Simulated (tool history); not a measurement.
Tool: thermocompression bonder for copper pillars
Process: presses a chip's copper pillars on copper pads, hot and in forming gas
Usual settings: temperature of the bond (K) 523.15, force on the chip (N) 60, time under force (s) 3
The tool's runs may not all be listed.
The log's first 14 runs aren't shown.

run	hour	temperature of the bond (K)	force on the chip (N)	time under force (s)	hours of work since the heater was calibrated	hours of work since the force cell was calibrated	hours of work since the gas filter was changed	force that shears a chip off (N)
15	481.4	523.15	60	3	518	881	91	50.9
16	516.6	523.15	60	3	546	908	118	50.3
17	542.6	523.15	60	3	566	928	138	50.8
18	591.6	523.15	60	3	603	966	176	50.4
# hour 641.3: forming gas filter changed
19	641.3	523.15	60	3	642	1004	0	50.8
20	687.2	497.15	56	3	677	1039	35	30.3
21	725.7	523.15	62	8	707	1069	65	74.2
22	770.9	523.15	62	8	742	1104	100	74.5
23	798.3	516.15	37	5	763	1125	121	42.7
24	821.4	528.15	42	3	781	1143	139	45.6
# hour 825.5: force cell calibrated
25	860.4	528.15	42	3	810	27	168	45.4
26	883.3	549.15	60	2	827	45	186	64.2
# hour 920.6: forming gas filter changed
27	920.6	523.15	36	8	856	73	0	57.1
28	964.3	523.15	36	8	890	107	34	56.7
29	1010.2	500.15	60	3	925	142	69	33.3
30	1035.0	500.15	60	3	944	162	88	33.2
31	1079.3	500.15	67	3	978	196	123	36.0
32	1122.0	537.15	47	9	1011	229	156	82.1
33	1167.2	537.15	43	2	1046	264	191	45.1
# hour 1197.4: forming gas filter changed
34	1200.7	537.15	43	2	1072	289	3	45.2
35	1249.9	540.15	43	2	1110	327	41	47.3
36	1288.1	523.15	41	8	1139	357	70	60.6
37	1330.8	523.15	41	8	1172	390	103	60.5
38	1368.1	548.15	69	6	1201	418	132	96.7

Forecast each of these 4 alternatives for the next run:
A	1417.3	505.15	69	6	1239	456	170	?
B	1417.3	550.15	69	2	1239	456	170	?
C	1417.3	512.15	48	4	1239	456	170	?
D	1417.3	537.15	60	3	1239	456	170	?

run	force that shears a chip off (N)
A	53.1
B	69.4
C	42.0
D	63.0
Without the tool's hidden state the same runs would have given:
run	force that shears a chip off (N)
A	53.0
B	69.3
C	41.9
D	62.9
